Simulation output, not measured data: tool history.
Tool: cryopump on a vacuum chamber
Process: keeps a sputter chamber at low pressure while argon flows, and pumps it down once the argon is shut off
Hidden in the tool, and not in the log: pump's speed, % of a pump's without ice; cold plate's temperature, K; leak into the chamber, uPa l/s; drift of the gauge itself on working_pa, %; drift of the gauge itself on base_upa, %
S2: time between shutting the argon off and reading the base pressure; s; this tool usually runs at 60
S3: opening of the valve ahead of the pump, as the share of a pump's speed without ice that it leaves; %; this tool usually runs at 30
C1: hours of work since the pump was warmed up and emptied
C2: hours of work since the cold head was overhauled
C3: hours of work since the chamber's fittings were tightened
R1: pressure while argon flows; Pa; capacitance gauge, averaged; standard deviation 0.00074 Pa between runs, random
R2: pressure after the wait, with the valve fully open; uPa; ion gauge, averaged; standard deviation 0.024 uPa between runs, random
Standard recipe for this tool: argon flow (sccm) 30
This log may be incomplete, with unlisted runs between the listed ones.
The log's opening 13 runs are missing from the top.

Run 14, day 12.333: usual settings; C1 170; C2 924; C3 1871. Result: R1 0.1380 Pa, R2 1.69 uPa.
Run 15, day 13.650: usual settings; C1 187; C2 942; C3 1889. Result: R1 0.1374 Pa, R2 1.66 uPa.
Run 16, day 14.617: usual settings; C1 200; C2 955; C3 1902. Result: R1 0.1383 Pa, R2 1.67 uPa.
Run 17, day 15.967: usual settings; C1 219; C2 973; C3 1920. Result: R1 0.1377 Pa, R2 1.70 uPa.
Run 18, day 17.071: usual settings; C1 234; C2 988; C3 1935. Result: R1 0.1393 Pa, R2 1.78 uPa.
Run 19, day 17.996: usual settings but S2 20 s, S3 41 %; C1 246; C2 1000; C3 1948. Result: R1 0.1015 Pa, R2 3.07 uPa.
At day 18.562: leaking fittings of the chamber tightened, without venting.
Run 20, day 18.650: usual settings but S2 20 s, S3 41 %; C1 254; C2 1008; C3 1. Result: R1 0.1022 Pa, R2 2.14 uPa.
Run 21, day 19.500: usual settings but S2 20 s, S3 41 %; C1 265; C2 1019; C3 13. Result: R1 0.1017 Pa, R2 2.25 uPa.
Run 22, day 20.683: usual settings but argon flow (sccm) 55, S2 119 s, S3 18 %; C1 281; C2 1035; C3 29. Result: R1 0.4220 Pa, R2 0.67 uPa.
Run 23, day 21.867: usual settings but argon flow (sccm) 15, S2 67 s, S3 54 %; C1 297; C2 1051; C3 45. Result: R1 0.0391 Pa, R2 0.90 uPa.
Run 24, day 22.600: usual settings but argon flow (sccm) 15, S2 89 s, S3 25 %; C1 307; C2 1061; C3 54. Result: R1 0.0827 Pa, R2 0.75 uPa.
Run 25, day 23.425: usual settings but argon flow (sccm) 13, S2 130 s, S3 36 %; C1 318; C2 1072; C3 66. Result: R1 0.0504 Pa, R2 0.64 uPa.
Run 26, day 24.392: usual settings but argon flow (sccm) 13, S2 130 s, S3 36 %; C1 331; C2 1085; C3 79. Result: R1 0.0517 Pa, R2 0.63 uPa.
Run 27, day 25.562: usual settings but argon flow (sccm) 13, S2 130 s, S3 36 %; C1 347; C2 1101; C3 94. Result: R1 0.0505 Pa, R2 0.65 uPa.
Run 28, day 26.775: usual settings but argon flow (sccm) 13, S2 33 s, S3 24 %; C1 363; C2 1118; C3 111. Result: R1 0.0746 Pa, R2 1.49 uPa.
Run 29, day 27.750: usual settings but S2 36 s, S3 23 %; C1 376; C2 1131; C3 124. Result: R1 0.1816 Pa, R2 1.43 uPa.
Run 30, day 28.350: usual settings but S2 52 s, S3 53 %; C1 385; C2 1139; C3 132. Result: R1 0.0810 Pa, R2 1.13 uPa.
Run 31, day 29.312: usual settings but S2 277 s; C1 398; C2 1152; C3 145. Result: R1 0.1412 Pa, R2 0.54 uPa.
Run 32, day 30.279: usual settings but argon flow (sccm) 29, S2 84 s, S3 44 %; C1 411; C2 1165; C3 158. Result: R1 0.0956 Pa, R2 0.83 uPa.
Run 33, day 31.592: usual settings but argon flow (sccm) 29, S2 84 s, S3 44 %; C1 428; C2 1182; C3 176. Result: R1 0.0954 Pa, R2 0.82 uPa.
Run 34, day 32.804: usual settings but argon flow (sccm) 29, S2 84 s, S3 44 %; C1 445; C2 1199; C3 192. Result: R1 0.0950 Pa, R2 0.88 uPa.
Run 35, day 33.958: usual settings but argon flow (sccm) 22, S2 65 s, S3 18 %; C1 460; C2 1214; C3 208. Result: R1 0.1699 Pa, R2 1.08 uPa.

Each row is a separate what-if for the run after 35, all from the same tool condition, not one after another. Results?
Run A, day 35.017: usual settings but argon flow (sccm) 22, S2 55 s, S3 18 %; C1 474; C2 1229; C3 222. Result: R1 ?, R2 ?.
Run B, day 35.017: usual settings but argon flow (sccm) 23, S2 47 s, S3 18 %; C1 474; C2 1229; C3 222. Result: R1 ?, R2 ?.
Run C, day 35.017: usual settings but argon flow (sccm) 55, S2 188 s, S3 19 %; C1 474; C2 1229; C3 222. Result: R1 ?, R2 ?.

run      R1    R2
  A  0.1710  1.20
  B  0.1769  1.26
  C  0.4031  0.61
Stripped of hidden state, with their random variation kept, the same runs would have yielded:
run      R1    R2
  A  0.1660  0.99
  B  0.1717  1.06
  C  0.3907  0.41
